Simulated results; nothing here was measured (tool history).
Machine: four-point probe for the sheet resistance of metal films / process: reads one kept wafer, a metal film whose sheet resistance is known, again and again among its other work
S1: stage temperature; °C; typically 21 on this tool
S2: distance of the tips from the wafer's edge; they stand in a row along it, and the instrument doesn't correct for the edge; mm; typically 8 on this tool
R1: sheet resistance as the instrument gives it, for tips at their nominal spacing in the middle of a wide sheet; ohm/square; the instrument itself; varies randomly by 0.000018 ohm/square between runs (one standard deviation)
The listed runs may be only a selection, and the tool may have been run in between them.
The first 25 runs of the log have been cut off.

run 26 hour=336.7 | S1=20 S2=22 | R1=0.088923
run 27 hour=349.5 | S1=30 S2=33 | R1=0.08904
run 28 hour=360.2 | S1=26 S2=6 | R1=0.089501
run 29 hour=369.7 | S1=21 S2=3 | R1=0.090974
run 30 hour=377.7 | S1=28 S2=23 | R1=0.089007
run 31 hour=385.1 | S1=28 S2=23 | R1=0.088968
run 32 hour=398.8 | S1=21 S2=16 | R1=0.088928
run 33 hour=414.5 | S1=21 S2=16 | R1=0.088943
run 34 hour=426.1 | S1=21 S2=3 | R1=0.090942
run 35 hour=438.7 | S1=21 S2=3 | R1=0.090922
run 36 hour=453 | S1=29 S2=24 | R1=0.088993
run 37 hour=470.9 | S1=21 S2=6 | R1=0.089385
run 38 hour=486.7 | S1=21 S2=6 | R1=0.089383
run 39 hour=498.8 | S1=22 S2=42 | R1=0.08885
run 40 hour=514.4 | S1=22 S2=42 | R1=0.088868
run 41 hour=530.9 | S1=22 S2=24 | R1=0.088846
run 42 hour=543.8 | S1=34 S2=37 | R1=0.089035
run 43 hour=555.1 | S1=24 S2=17 | R1=0.08893
run 44 hour=568.4 | S1=27 S2=10 | R1=0.089106

5 options for the next run, each taken on its own from the tool as it stands now. Forecast them:
run A hour=580.8 | S1=20 S2=10 | R1=?
run B hour=580.8 | S1=27 S2=49 | R1=?
run C hour=580.8 | S1=21 S2=8 | R1=?
run D hour=580.8 | S1=33 S2=7 | R1=?
run E hour=580.8 | S1=27 S2=18 | R1=?

run=A R1=0.089009
run=B R1=0.088863
run=C R1=0.089108
run=D R1=0.089369
run=E R1=0.088961
Stripped of hidden state, with their random variation kept, the same runs would have yielded:
run=A R1=0.089668
run=B R1=0.089518
run=C R1=0.089768
run=D R1=0.090027
run=E R1=0.089617

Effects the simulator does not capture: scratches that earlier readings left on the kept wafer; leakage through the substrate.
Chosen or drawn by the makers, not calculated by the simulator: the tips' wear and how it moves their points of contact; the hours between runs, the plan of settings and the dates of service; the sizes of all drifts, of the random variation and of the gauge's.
